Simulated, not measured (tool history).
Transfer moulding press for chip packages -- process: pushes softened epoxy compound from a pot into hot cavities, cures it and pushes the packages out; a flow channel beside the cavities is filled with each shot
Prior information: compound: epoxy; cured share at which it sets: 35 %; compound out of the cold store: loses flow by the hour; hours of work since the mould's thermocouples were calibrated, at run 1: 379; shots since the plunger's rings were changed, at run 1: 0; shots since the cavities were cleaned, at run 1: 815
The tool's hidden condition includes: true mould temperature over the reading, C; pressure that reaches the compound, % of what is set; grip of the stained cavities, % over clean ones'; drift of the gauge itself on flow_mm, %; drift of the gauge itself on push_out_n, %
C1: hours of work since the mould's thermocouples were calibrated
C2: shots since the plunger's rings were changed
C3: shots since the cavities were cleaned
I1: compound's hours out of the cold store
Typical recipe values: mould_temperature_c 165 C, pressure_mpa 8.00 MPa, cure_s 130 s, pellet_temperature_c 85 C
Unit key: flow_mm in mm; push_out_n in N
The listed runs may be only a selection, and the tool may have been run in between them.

Run 1, hour 0.0: usual settings; C1 379; C2 0; C3 815; I1 16.4. Result: flow_mm 619 mm, push_out_n 296 N.
At hour 16.1: cavities cleaned with cleaning compound and waxed.
Run 2, hour 73.8: usual settings; C1 409; C2 419; C3 335; I1 18.1. Result: flow_mm 617 mm, push_out_n 239 N.
Run 3, hour 160.0: usual settings but mould_temperature_c 166 C; C1 444; C2 920; C3 836; I1 31.5. Result: flow_mm 579 mm, push_out_n 279 N.
At hour 175.4: cavities cleaned with cleaning compound and waxed.
Run 4, hour 256.6: usual settings but pressure_mpa 7.02 MPa; C1 482; C2 1471; C3 471; I1 20.7. Result: flow_mm 565 mm, push_out_n 249 N.
Run 5, hour 315.2: usual settings but pressure_mpa 7.02 MPa; C1 506; C2 1812; C3 812; I1 15.5. Result: flow_mm 571 mm, push_out_n 298 N.
At hour 334.9: cavities cleaned with cleaning compound and waxed.
Run 6, hour 382.4: usual settings but pressure_mpa 7.02 MPa; C1 533; C2 2193; C3 276; I1 35.7. Result: flow_mm 519 mm, push_out_n 225 N.
At hour 444.1: mould's thermocouples calibrated.
Run 7, hour 482.5: usual settings but mould_temperature_c 168 C; C1 16; C2 2763; C3 846; I1 38.9. Result: flow_mm 537 mm, push_out_n 282 N.
At hour 501.0: cavities cleaned with cleaning compound and waxed.
Run 8, hour 534.4: usual settings but mould_temperature_c 168 C; C1 36; C2 3055; C3 194; I1 15.6. Result: flow_mm 598 mm, push_out_n 204 N.
Run 9, hour 586.8: usual settings; C1 57; C2 3359; C3 498; I1 11.0. Result: flow_mm 618 mm, push_out_n 271 N.
At hour 660.3: cavities cleaned with cleaning compound and waxed.
Run 10, hour 667.8: usual settings but mould_temperature_c 161 C; C1 90; C2 3821; C3 44; I1 44.0. Result: flow_mm 533 mm, push_out_n 198 N.
At hour 725.2: mould's thermocouples calibrated, once more.
At hour 759.4: plunger's sealing rings changed.
Run 11, hour 771.6: usual settings but pressure_mpa 6.90 MPa; C1 18; C2 71; C3 620; I1 37.4. Result: flow_mm 523 mm, push_out_n 276 N.
At hour 825.7: cavities cleaned with cleaning compound and waxed.
Run 12, hour 854.0: usual settings but pellet_temperature_c 84 C; C1 51; C2 541; C3 165; I1 10.0. Result: flow_mm 635 mm, push_out_n 217 N.
Run 13, hour 937.4: usual settings but pellet_temperature_c 92 C; C1 85; C2 1025; C3 649; I1 45.0. Result: flow_mm 546 mm, push_out_n 284 N.
At hour 985.1: cavities cleaned with cleaning compound and waxed.
Run 14, hour 993.6: usual settings but pellet_temperature_c 92 C; C1 107; C2 1342; C3 49; I1 13.3. Result: flow_mm 626 mm, push_out_n 197 N.
Run 15, hour 1064.1: usual settings but cure_s 116 s, pellet_temperature_c 79 C; C1 135; C2 1751; C3 458; I1 24.5. Result: flow_mm 591 mm, push_out_n 288 N.
At hour 1146.3: cavities cleaned with cleaning compound and waxed.
Run 16, hour 1162.4: usual settings but cure_s 140 s, pellet_temperature_c 79 C; C1 175; C2 2313; C3 93; I1 15.8. Result: flow_mm 609 mm, push_out_n 197 N.
Run 17, hour 1253.4: usual settings but mould_temperature_c 166 C, cure_s 112 s, pellet_temperature_c 77 C; C1 212; C2 2841; C3 621; I1 28.5. Result: flow_mm 572 mm, push_out_n 311 N.
At hour 1306.9: cavities cleaned with cleaning compound and waxed.
Run 18, hour 1337.5: usual settings but pressure_mpa 6.27 MPa, pellet_temperature_c 75 C; C1 245; C2 3321; C3 178; I1 46.5. Result: flow_mm 467 mm, push_out_n 221 N.
Run 19, hour 1417.0: usual settings but mould_temperature_c 171 C, pellet_temperature_c 90 C; C1 277; C2 3782; C3 639; I1 23.4. Result: flow_mm 572 mm, push_out_n 257 N.
At hour 1463.1: cavities cleaned with cleaning compound and waxed.
Run 20, hour 1494.5: usual settings but mould_temperature_c 171 C, cure_s 113 s, pellet_temperature_c 84 C; C1 308; C2 4224; C3 183; I1 36.4. Result: flow_mm 522 mm, push_out_n 213 N.
At hour 1516.2: plunger's sealing rings changed.
Run 21, hour 1590.5: usual settings but mould_temperature_c 172 C; C1 346; C2 431; C3 725; I1 44.1. Result: flow_mm 534 mm, push_out_n 280 N.
At hour 1629.5: cavities cleaned with cleaning compound and waxed.
Run 22, hour 1682.1: usual settings but pressure_mpa 6.18 MPa, pellet_temperature_c 79 C; C1 383; C2 954; C3 305; I1 30.4. Result: flow_mm 505 mm, push_out_n 246 N.
Run 23, hour 1773.3: usual settings but mould_temperature_c 166 C, pressure_mpa 6.18 MPa, pellet_temperature_c 91 C; C1 420; C2 1483; C3 834; I1 40.1. Result: flow_mm 480 mm, push_out_n 297 N.
At hour 1790.2: cavities cleaned with cleaning compound and waxed.
Run 24, hour 1877.8: usual settings but mould_temperature_c 171 C, pressure_mpa 6.18 MPa, pellet_temperature_c 90 C; C1 461; C2 2081; C3 508; I1 33.6. Result: flow_mm 487 mm, push_out_n 254 N.
At hour 1950.0: cavities cleaned with cleaning compound and waxed.
Run 25, hour 1950.8: usual settings but pressure_mpa 6.89 MPa, cure_s 155 s, pellet_temperature_c 90 C; C1 490; C2 2496; C3 5; I1 44.4. Result: flow_mm 499 mm, push_out_n 159 N.
Run 26, hour 2023.9: usual settings but pressure_mpa 6.89 MPa, cure_s 155 s, pellet_temperature_c 90 C; C1 520; C2 2920; C3 429; I1 22.5. Result: flow_mm 538 mm, push_out_n 242 N.
Run 27, hour 2083.5: usual settings but pressure_mpa 6.89 MPa, cure_s 155 s, pellet_temperature_c 90 C; C1 544; C2 3267; C3 776; I1 25.1. Result: flow_mm 535 mm, push_out_n 275 N.

Each row is a separate what-if for the run after 27, all from the same tool condition, not one after another. Results?
At hour 2106.6: cavities cleaned with cleaning compound and waxed.
At hour 2116.6: mould's thermocouples calibrated.
Run A, hour 2187.6: usual settings but mould_temperature_c 158 C, pressure_mpa 7.85 MPa, cure_s 155 s, pellet_temperature_c 88 C; C1 29; C2 3851; C3 459; I1 44.5. Result: flow_mm ?, push_out_n ?.
At hour 2106.6: cavities cleaned with cleaning compound and waxed.
At hour 2116.6: mould's thermocouples calibrated.
Run B, hour 2187.6: usual settings but mould_temperature_c 158 C, cure_s 119 s; C1 29; C2 3851; C3 459; I1 32.4. Result: flow_mm ?, push_out_n ?.
At hour 2106.6: cavities cleaned with cleaning compound and waxed.
At hour 2116.6: mould's thermocouples calibrated.
Run C, hour 2187.6: usual settings but cure_s 156 s; C1 29; C2 3851; C3 459; I1 39.1. Result: flow_mm ?, push_out_n ?.
At hour 2106.6: cavities cleaned with cleaning compound and waxed.
At hour 2116.6: mould's thermocouples calibrated.
Run D, hour 2187.6: usual settings but pressure_mpa 7.97 MPa, cure_s 155 s, pellet_temperature_c 89 C; C1 29; C2 3851; C3 459; I1 8.4. Result: flow_mm ?, push_out_n ?.

run  flow_mm  push_out_n
  A      534         283
  B      570         434
  C      542         246
  D      624         259
Stripped of hidden state, with their random variation kept, the same runs would have yielded:
run  flow_mm  push_out_n
  A      559         177
  B      596         267
  C      567         155
  D      652         163
